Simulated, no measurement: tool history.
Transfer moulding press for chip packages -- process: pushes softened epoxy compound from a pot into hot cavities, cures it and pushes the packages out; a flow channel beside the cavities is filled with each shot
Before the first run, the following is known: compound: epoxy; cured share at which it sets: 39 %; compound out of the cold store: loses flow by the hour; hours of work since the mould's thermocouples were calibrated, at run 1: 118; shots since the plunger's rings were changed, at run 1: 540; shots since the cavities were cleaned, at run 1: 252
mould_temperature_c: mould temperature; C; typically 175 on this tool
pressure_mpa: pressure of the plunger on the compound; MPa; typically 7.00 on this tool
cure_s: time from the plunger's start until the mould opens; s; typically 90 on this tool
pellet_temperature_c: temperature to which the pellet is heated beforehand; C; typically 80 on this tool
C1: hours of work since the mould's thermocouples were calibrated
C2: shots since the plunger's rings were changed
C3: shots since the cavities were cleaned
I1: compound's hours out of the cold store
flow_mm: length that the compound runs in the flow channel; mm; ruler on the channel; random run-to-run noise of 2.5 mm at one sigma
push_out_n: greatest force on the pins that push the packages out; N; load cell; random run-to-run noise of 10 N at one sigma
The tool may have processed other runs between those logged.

Run 1, hour 0.0: usual settings; C1 118; C2 540; C3 252; I1 14.1. Result: flow_mm 560 mm, push_out_n 727 N.
At hour 37.8: cavities cleaned with cleaning compound and waxed.
Run 2, hour 37.8: usual settings; C1 135; C2 865; C3 0; I1 14.3. Result: flow_mm 557 mm, push_out_n 511 N.
Run 3, hour 65.2: usual settings; C1 148; C2 1110; C3 245; I1 44.2. Result: flow_mm 517 mm, push_out_n 659 N.
At hour 106.1: cavities cleaned with cleaning compound and waxed.
Run 4, hour 109.1: usual settings; C1 168; C2 1489; C3 27; I1 16.1. Result: flow_mm 550 mm, push_out_n 518 N.
Run 5, hour 141.8: usual settings; C1 183; C2 1781; C3 319; I1 45.7. Result: flow_mm 509 mm, push_out_n 669 N.
At hour 174.5: cavities cleaned with cleaning compound and waxed.
Run 6, hour 189.5: usual settings; C1 204; C2 2194; C3 134; I1 39.0. Result: flow_mm 507 mm, push_out_n 590 N.
Run 7, hour 226.9: usual settings but cure_s 84 s; C1 222; C2 2529; C3 469; I1 9.3. Result: flow_mm 548 mm, push_out_n 1009 N.
At hour 241.7: cavities cleaned with cleaning compound and waxed.
Run 8, hour 263.6: usual settings but cure_s 71 s, pellet_temperature_c 74 C; C1 238; C2 2844; C3 196; I1 43.3. Result: flow_mm 498 mm, push_out_n 1102 N.
Run 9, hour 294.9: usual settings but mould_temperature_c 171 C, cure_s 75 s, pellet_temperature_c 74 C; C1 253; C2 3123; C3 475; I1 35.9. Result: flow_mm 520 mm, push_out_n 1654 N.
At hour 310.8: cavities cleaned with cleaning compound and waxed.
Run 10, hour 322.2: usual settings but mould_temperature_c 171 C, cure_s 75 s, pellet_temperature_c 74 C; C1 265; C2 3355; C3 102; I1 26.2. Result: flow_mm 530 mm, push_out_n 1166 N.

For each run, the measured value with the value that run would have given without the tool's hidden condition subtracted. The run-to-run variation is shared by both, the gauge scatter possibly not:
Unlogged tool condition in this case: true mould temperature over the reading, C; pressure that reaches the compound, % of what is set; grip of the stained cavities, % over clean ones'; drift of the gauge itself on flow_mm, %; drift of the gauge itself on push_out_n, %.
run  flow_mm  push_out_n
  1       -7        +229
  2      -10          -5
  3      -11        +205
  4      -16         +22
  5      -17        +227
  6      -21        +118
  7      -26        +406
  8      -27        +283
  9      -32        +686
 10      -34        +164
